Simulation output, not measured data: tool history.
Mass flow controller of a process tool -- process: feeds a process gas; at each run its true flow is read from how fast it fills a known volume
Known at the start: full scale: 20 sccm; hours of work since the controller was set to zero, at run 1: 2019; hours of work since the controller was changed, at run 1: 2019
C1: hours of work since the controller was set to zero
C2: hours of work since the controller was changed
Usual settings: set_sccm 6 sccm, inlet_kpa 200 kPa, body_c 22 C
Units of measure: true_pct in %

{"run": 1, "hour": 0.0, "set_sccm": 6, "inlet_kpa": 200, "body_c": 22, "C1": 2019, "C2": 2019, "true_pct": 98.24}
{"run": 2, "hour": 63.2, "set_sccm": 4, "inlet_kpa": 200, "body_c": 22, "C1": 2060, "C2": 2060, "true_pct": 97.93}
{"run": 3, "hour": 139.1, "set_sccm": 6, "inlet_kpa": 200, "body_c": 22, "C1": 2109, "C2": 2109, "true_pct": 98.11}
{"run": 4, "hour": 193.7, "set_sccm": 6, "inlet_kpa": 200, "body_c": 22, "C1": 2145, "C2": 2145, "true_pct": 97.97}
{"run": 5, "hour": 230.7, "set_sccm": 6, "inlet_kpa": 200, "body_c": 22, "C1": 2169, "C2": 2169, "true_pct": 98.06}
{"run": 6, "hour": 263.7, "set_sccm": 6, "inlet_kpa": 200, "body_c": 22, "C1": 2190, "C2": 2190, "true_pct": 98.05}
{"run": 7, "hour": 306.6, "set_sccm": 6, "inlet_kpa": 200, "body_c": 22, "C1": 2218, "C2": 2218, "true_pct": 97.87}
{"run": 8, "hour": 374.3, "set_sccm": 6, "inlet_kpa": 200, "body_c": 22, "C1": 2262, "C2": 2262, "true_pct": 97.82}
{"run": 9, "hour": 406.6, "set_sccm": 6, "inlet_kpa": 200, "body_c": 22, "C1": 2283, "C2": 2283, "true_pct": 97.84}
{"run": 10, "hour": 473.9, "set_sccm": 6, "inlet_kpa": 200, "body_c": 26, "C1": 2326, "C2": 2326, "true_pct": 97.82}
{"run": 11, "hour": 520.6, "set_sccm": 3, "inlet_kpa": 200, "body_c": 22, "C1": 2357, "C2": 2357, "true_pct": 97.4}
{"run": 12, "hour": 600.6, "set_sccm": 3, "inlet_kpa": 200, "body_c": 22, "C1": 2408, "C2": 2408, "true_pct": 97.22}
{"run": 13, "hour": 635.2, "set_sccm": 3, "inlet_kpa": 200, "body_c": 22, "C1": 2431, "C2": 2431, "true_pct": 97.18}
{"run": 14, "hour": 693.1, "set_sccm": 3, "inlet_kpa": 200, "body_c": 36, "C1": 2468, "C2": 2468, "true_pct": 97.57}
{"run": 15, "hour": 740.1, "set_sccm": 3, "inlet_kpa": 200, "body_c": 36, "C1": 2499, "C2": 2499, "true_pct": 97.33}
{"run": 16, "hour": 814.8, "set_sccm": 6, "inlet_kpa": 200, "body_c": 22, "C1": 2547, "C2": 2547, "true_pct": 97.42}
{"run": 17, "hour": 870.8, "set_sccm": 6, "inlet_kpa": 200, "body_c": 22, "C1": 2583, "C2": 2583, "true_pct": 97.41}
{"run": 18, "hour": 916.0, "set_sccm": 9, "inlet_kpa": 200, "body_c": 22, "C1": 2613, "C2": 2613, "true_pct": 97.7}
{"run": 19, "hour": 985.4, "set_sccm": 6, "inlet_kpa": 200, "body_c": 22, "C1": 2658, "C2": 2658, "true_pct": 97.26}
{"run": 20, "hour": 1039.4, "set_sccm": 6, "inlet_kpa": 200, "body_c": 22, "C1": 2693, "C2": 2693, "true_pct": 97.04}
{"run": 21, "hour": 1072.0, "set_sccm": 6, "inlet_kpa": 194, "body_c": 22, "C1": 2714, "C2": 2714, "true_pct": 97.22}
{"run": 22, "hour": 1128.9, "set_sccm": 6, "inlet_kpa": 194, "body_c": 22, "C1": 2751, "C2": 2751, "true_pct": 97.14}
{"run": 23, "hour": 1163.6, "set_sccm": 6, "inlet_kpa": 194, "body_c": 22, "C1": 2773, "C2": 2773, "true_pct": 97.13}
{"run": 24, "hour": 1243.6, "set_sccm": 6, "inlet_kpa": 194, "body_c": 22, "C1": 2825, "C2": 2825, "true_pct": 97.05}
{"run": 25, "hour": 1287.6, "set_sccm": 9, "inlet_kpa": 143, "body_c": 32, "C1": 2853, "C2": 2853, "true_pct": 97.46}
{"run": 26, "hour": 1342.2, "set_sccm": 13, "inlet_kpa": 242, "body_c": 26, "C1": 2889, "C2": 2889, "true_pct": 97.95}
{"run": 27, "hour": 1379.5, "set_sccm": 13, "inlet_kpa": 242, "body_c": 26, "C1": 2913, "C2": 2913, "true_pct": 97.83}
{"run": 28, "hour": 1425.9, "set_sccm": 13, "inlet_kpa": 242, "body_c": 26, "C1": 2943, "C2": 2943, "true_pct": 97.84}
{"run": 29, "hour": 1499.1, "set_sccm": 3, "inlet_kpa": 214, "body_c": 32, "C1": 2990, "C2": 2990, "true_pct": 96.6}
{"run": 30, "hour": 1551.3, "set_sccm": 3, "inlet_kpa": 279, "body_c": 24, "C1": 3024, "C2": 3024, "true_pct": 96.54}
{"run": 31, "hour": 1584.0, "set_sccm": 3, "inlet_kpa": 203, "body_c": 27, "C1": 3046, "C2": 3046, "true_pct": 96.27}
{"run": 32, "hour": 1644.7, "set_sccm": 3, "inlet_kpa": 156, "body_c": 21, "C1": 3085, "C2": 3085, "true_pct": 96.32}
{"run": 33, "hour": 1696.2, "set_sccm": 15, "inlet_kpa": 148, "body_c": 29, "C1": 3118, "C2": 3118, "true_pct": 97.71}
{"run": 34, "hour": 1746.5, "set_sccm": 6, "inlet_kpa": 153, "body_c": 28, "C1": 3151, "C2": 3151, "true_pct": 96.51}
{"run": 35, "hour": 1821.1, "set_sccm": 6, "inlet_kpa": 226, "body_c": 22, "C1": 3199, "C2": 3199, "true_pct": 96.32}
{"run": 36, "hour": 1875.8, "set_sccm": 3, "inlet_kpa": 244, "body_c": 22, "C1": 3235, "C2": 3235, "true_pct": 96.08}
{"run": 37, "hour": 1949.4, "set_sccm": 3, "inlet_kpa": 238, "body_c": 22, "C1": 3282, "C2": 3282, "true_pct": 95.99}
{"run": 38, "hour": 2008.0, "set_sccm": 3, "inlet_kpa": 238, "body_c": 22, "C1": 3320, "C2": 3320, "true_pct": 95.9}
{"run": 39, "hour": 2064.0, "set_sccm": 3, "inlet_kpa": 238, "body_c": 22, "C1": 3357, "C2": 3357, "true_pct": 95.77}
{"run": 40, "hour": 2133.3, "set_sccm": 3, "inlet_kpa": 238, "body_c": 22, "C1": 3401, "C2": 3401, "true_pct": 95.84}
{"run": 41, "hour": 2199.3, "set_sccm": 3, "inlet_kpa": 238, "body_c": 22, "C1": 3444, "C2": 3444, "true_pct": 95.73}
{"hour": 2225.2, "done": "gauge calibrated"}
{"run": 42, "hour": 2233.9, "set_sccm": 9, "inlet_kpa": 180, "body_c": 31, "C1": 3467, "C2": 3467, "true_pct": 98.73}
{"run": 43, "hour": 2266.9, "set_sccm": 9, "inlet_kpa": 180, "body_c": 31, "C1": 3488, "C2": 3488, "true_pct": 98.73}
{"run": 44, "hour": 2345.6, "set_sccm": 9, "inlet_kpa": 180, "body_c": 31, "C1": 3539, "C2": 3539, "true_pct": 98.69}
{"run": 45, "hour": 2424.4, "set_sccm": 6, "inlet_kpa": 213, "body_c": 37, "C1": 3590, "C2": 3590, "true_pct": 98.41}
{"run": 46, "hour": 2489.0, "set_sccm": 2, "inlet_kpa": 213, "body_c": 37, "C1": 3632, "C2": 3632, "true_pct": 97.9}
{"run": 47, "hour": 2531.5, "set_sccm": 2, "inlet_kpa": 213, "body_c": 37, "C1": 3659, "C2": 3659, "true_pct": 97.91}

Some steps in true_pct between neighbouring runs. How much of each would the tool show without its hidden state too (settings, what came in, random variation), and how much is left for the hidden state, with any gauge scatter that isn't in both results?
What the log doesn't record here: flow at rest that the sensor doesn't see, % of full scale; true flow over the shown one, %; drift of the gauge itself on true_pct, %.
Run 2 -> 3: set_sccm 4 -> 6. true_pct +0.18 %: hidden state -0.08, all else +0.26.
Run 28 -> 29: set_sccm 13 -> 3, inlet_kpa 242 -> 214, body_c 26 -> 32. true_pct -1.24 %: hidden state -0.06, all else -1.18.
Run 32 -> 33: set_sccm 3 -> 15, inlet_kpa 156 -> 148, body_c 21 -> 29. true_pct +1.39 %: hidden state -0.07, all else +1.46.
Run 41 -> 42: set_sccm 3 -> 9, inlet_kpa 238 -> 180, body_c 22 -> 31, gauge calibrated. true_pct +3.00 %: hidden state +2.20, all else +0.80.
Run 44 -> 45: set_sccm 9 -> 6, inlet_kpa 180 -> 213, body_c 31 -> 37. true_pct -0.28 %: hidden state -0.09, all else -0.19.
